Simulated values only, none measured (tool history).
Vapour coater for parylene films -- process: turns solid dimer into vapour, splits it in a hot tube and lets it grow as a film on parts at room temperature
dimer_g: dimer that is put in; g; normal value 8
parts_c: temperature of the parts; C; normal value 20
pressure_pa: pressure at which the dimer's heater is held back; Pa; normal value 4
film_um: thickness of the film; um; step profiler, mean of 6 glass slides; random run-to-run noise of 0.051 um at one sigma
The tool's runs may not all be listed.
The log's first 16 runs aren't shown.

run,day,dimer_g,parts_c,pressure_pa,hours of work since the trap's valve was overhauled,hours of work since the table's thermometer was calibrated,film_um
17,28.633,8,20,4,376,804,5.55
18,30.771,8,20,4,399,826,5.55
19,31.938,8,20,4,411,839,5.54
20,33.129,8,20,2.73,423,851,5.83
21,34.379,8,20,2.73,437,864,5.87
22,35.496,8,15,2.73,448,876,7.62
# day 37.346: trap's valve overhauled
23,37.996,5,20,4,7,901,3.57
24,39.246,8,20,3.02,20,914,6.07
25,40.958,10,21,4.33,38,932,6.72
# day 41.158: table's thermometer calibrated
26,42.804,10,22,4.33,57,17,6.3
27,44.838,4,25,2.98,79,39,2.36
28,47.421,4,29,3.06,106,66,1.9
# day 49.079: table's thermometer calibrated, once more
29,49.079,4,29,3.06,123,0,2
30,51.125,4,29,3.06,144,22,2.01
31,53.392,4,29,3.06,168,45,1.99
32,55.354,6,29,3.06,189,66,2.96
33,56.733,5,14,4,203,81,4.83
34,58.004,5,14,4,217,94,4.78
35,59.175,5,14,4,229,106,4.76
36,60.958,12,21,2.54,248,125,9.13
37,62.708,8,25,7.52,266,144,3.95
38,64.2,8,25,7.52,282,159,3.91
39,66.133,5,20,4,303,180,3.6

Forecast run 40:
40,68.4,4,16,4,326,204,?

film_um: 3.45 um
Take away the tool's hidden state, keep the run-to-run variation as it was, and the same run would have given film_um 3.58 um.

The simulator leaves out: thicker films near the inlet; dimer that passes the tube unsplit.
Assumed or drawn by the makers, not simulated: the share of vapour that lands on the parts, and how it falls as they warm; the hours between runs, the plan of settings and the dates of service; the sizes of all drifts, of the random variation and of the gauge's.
